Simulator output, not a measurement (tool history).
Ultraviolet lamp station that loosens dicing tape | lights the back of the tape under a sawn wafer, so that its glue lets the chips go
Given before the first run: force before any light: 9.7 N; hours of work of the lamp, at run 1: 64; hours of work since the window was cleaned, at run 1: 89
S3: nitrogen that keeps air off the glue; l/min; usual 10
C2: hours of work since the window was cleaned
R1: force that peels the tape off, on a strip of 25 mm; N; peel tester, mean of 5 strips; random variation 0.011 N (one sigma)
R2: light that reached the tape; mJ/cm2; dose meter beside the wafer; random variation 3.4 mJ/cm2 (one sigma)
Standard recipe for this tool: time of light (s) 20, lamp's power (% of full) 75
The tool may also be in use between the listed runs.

Run 1, hour 0: usual settings; hours of work of the lamp 64; C2 89. Result: R1 0.48 N, R2 556 mJ/cm2.
Run 2, hour 7.6: usual settings but S3 17 l/min; hours of work of the lamp 67; C2 93. Result: R1 0.336 N, R2 552 mJ/cm2.
Run 3, hour 13.2: usual settings but S3 17 l/min; hours of work of the lamp 70; C2 96. Result: R1 0.332 N, R2 554 mJ/cm2.
Run 4, hour 23.2: usual settings but lamp's power (% of full) 80, S3 17 l/min; hours of work of the lamp 75; C2 100. Result: R1 0.286 N, R2 590 mJ/cm2.
Run 5, hour 30: usual settings but time of light (s) 14; hours of work of the lamp 78; C2 104. Result: R1 1.033 N, R2 380 mJ/cm2.
Run 6, hour 39.6: usual settings but time of light (s) 10; hours of work of the lamp 83; C2 108. Result: R1 2.008 N, R2 280 mJ/cm2.
Run 7, hour 46.3: usual settings but time of light (s) 10; hours of work of the lamp 86; C2 111. Result: R1 2 N, R2 276 mJ/cm2.
Run 8, hour 51.6: usual settings but time of light (s) 10; hours of work of the lamp 88; C2 114. Result: R1 1.971 N, R2 276 mJ/cm2.
Run 9, hour 57.9: usual settings but S3 6 l/min; hours of work of the lamp 91; C2 117. Result: R1 0.727 N, R2 550 mJ/cm2.
Run 10, hour 62.5: usual settings but S3 6 l/min; hours of work of the lamp 93; C2 119. Result: R1 0.695 N, R2 559 mJ/cm2.
Run 11, hour 67.7: usual settings; hours of work of the lamp 96; C2 121. Result: R1 0.475 N, R2 548 mJ/cm2.
Run 12, hour 75.5: usual settings; hours of work of the lamp 99; C2 125. Result: R1 0.464 N, R2 549 mJ/cm2.
Run 13, hour 84.6: usual settings; hours of work of the lamp 104; C2 129. Result: R1 0.466 N, R2 551 mJ/cm2.
Run 14, hour 90.1: usual settings; hours of work of the lamp 106; C2 132. Result: R1 0.456 N, R2 549 mJ/cm2.
Run 15, hour 98.7: usual settings; hours of work of the lamp 110; C2 136. Result: R1 0.476 N, R2 562 mJ/cm2.
Run 16, hour 104.2: usual settings; hours of work of the lamp 113; C2 139. Result: R1 0.463 N, R2 548 mJ/cm2.
Run 17, hour 111: usual settings; hours of work of the lamp 116; C2 142. Result: R1 0.477 N, R2 546 mJ/cm2.
Run 18, hour 116.2: usual settings; hours of work of the lamp 119; C2 144. Result: R1 0.465 N, R2 553 mJ/cm2.
Run 19, hour 122.3: usual settings; hours of work of the lamp 122; C2 147. Result: R1 0.474 N, R2 554 mJ/cm2.
Run 20, hour 129.4: usual settings; hours of work of the lamp 125; C2 150. Result: R1 0.475 N, R2 553 mJ/cm2.

The next listed run, before its measurement:
Run 21, hour 135.6: usual settings but time of light (s) 19, S3 13 l/min; hours of work of the lamp 128; C2 153. Result: R1 ?, R2 ?.

R1: 0.442 N
R2: 522 mJ/cm2
The same run, on a tool lacking any hidden state, would have yielded R1 0.441 N, R2 522 mJ/cm2.

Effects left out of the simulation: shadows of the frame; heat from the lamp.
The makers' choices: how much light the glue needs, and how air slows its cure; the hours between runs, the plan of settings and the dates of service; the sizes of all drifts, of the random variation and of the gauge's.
